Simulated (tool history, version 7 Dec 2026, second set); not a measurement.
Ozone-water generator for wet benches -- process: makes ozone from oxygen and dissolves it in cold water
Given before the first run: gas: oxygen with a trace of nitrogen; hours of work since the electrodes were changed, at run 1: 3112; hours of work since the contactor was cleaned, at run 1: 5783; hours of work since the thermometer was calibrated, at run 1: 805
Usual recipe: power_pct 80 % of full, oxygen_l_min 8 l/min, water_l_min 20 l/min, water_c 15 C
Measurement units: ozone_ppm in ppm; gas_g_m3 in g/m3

run	day	power_pct	oxygen_l_min	water_l_min	water_c	hours of work since the electrodes were changed	hours of work since the contactor was cleaned	hours of work since the thermometer was calibrated	ozone_ppm	gas_g_m3
1	0	80	8	20	15	3112	5783	805	31.1	210.2
2	5.142	80	8	27	15	3187	5858	880	25.4	208.7
3	7.867	97	8	20	15	3226	5898	920	34.6	238.1
4	10.929	97	8	20	15	3271	5942	964	35	234.8
5	14.742	80	4.84	20	15	3327	5998	1020	31.3	275.8
6	18.5	80	4.84	20	12	3381	6053	1075	32.4	275.9
7	21.908	80	4.84	20	12	3431	6102	1124	32.5	273.6
8	25.767	80	4.84	20	12	3487	6158	1181	32.8	277
9	31.317	80	4.84	20	12	3568	6239	1261	32.7	273.1
10	34.346	80	4.84	20	12	3612	6283	1306	32.3	273.2
11	38.204	80	4.84	20	12	3669	6340	1362	32.8	275.3
12	42.146	68	4.84	13	21	3726	6397	1419	34.6	248.7
13	44.979	68	4.84	13	21	3767	6438	1461	34.2	249.9
# day 48.942: contactor cleaned
14	50.267	68	4.84	13	21	3842	19	1535	34.5	250.2
15	52.738	68	4.84	13	21	3878	55	1571	34.2	250
16	55.45	80	8	20	13	3917	95	1611	32.6	210.4
17	59.588	56	5.04	13	12	3978	155	1671	35.7	218.1
18	64.258	55	4.49	28	18	4046	223	1739	18.5	228.8
19	67.196	49	8	20	12	4089	266	1782	24.8	158.7
20	70.892	49	8	20	12	4143	320	1836	24.3	158.3
21	73.821	49	8	12	12	4185	363	1879	32.7	157.7

Below are 5 alternative next runs, each starting from the tool's condition after run 21. Predict each:
A	78.525	49	7.6	12	9	4254	431	1947	?	?
B	78.525	80	8	20	11	4254	431	1947	?	?
C	78.525	45	8.32	12	10	4254	431	1947	?	?
D	78.525	40	8	16	15	4254	431	1947	?	?
E	78.525	88	8	20	15	4254	431	1947	?	?

run	ozone_ppm	gas_g_m3
A	35.3	163.3
B	33.1	210.9
C	32.3	148.2
D	23.9	142.1
E	33.1	221.9
What these runs would have given with no unlogged condition in the tool:
run	ozone_ppm	gas_g_m3
A	35.4	163.5
B	33.1	211.3
C	32.4	148.4
D	23.9	142.3
E	33.2	222.3

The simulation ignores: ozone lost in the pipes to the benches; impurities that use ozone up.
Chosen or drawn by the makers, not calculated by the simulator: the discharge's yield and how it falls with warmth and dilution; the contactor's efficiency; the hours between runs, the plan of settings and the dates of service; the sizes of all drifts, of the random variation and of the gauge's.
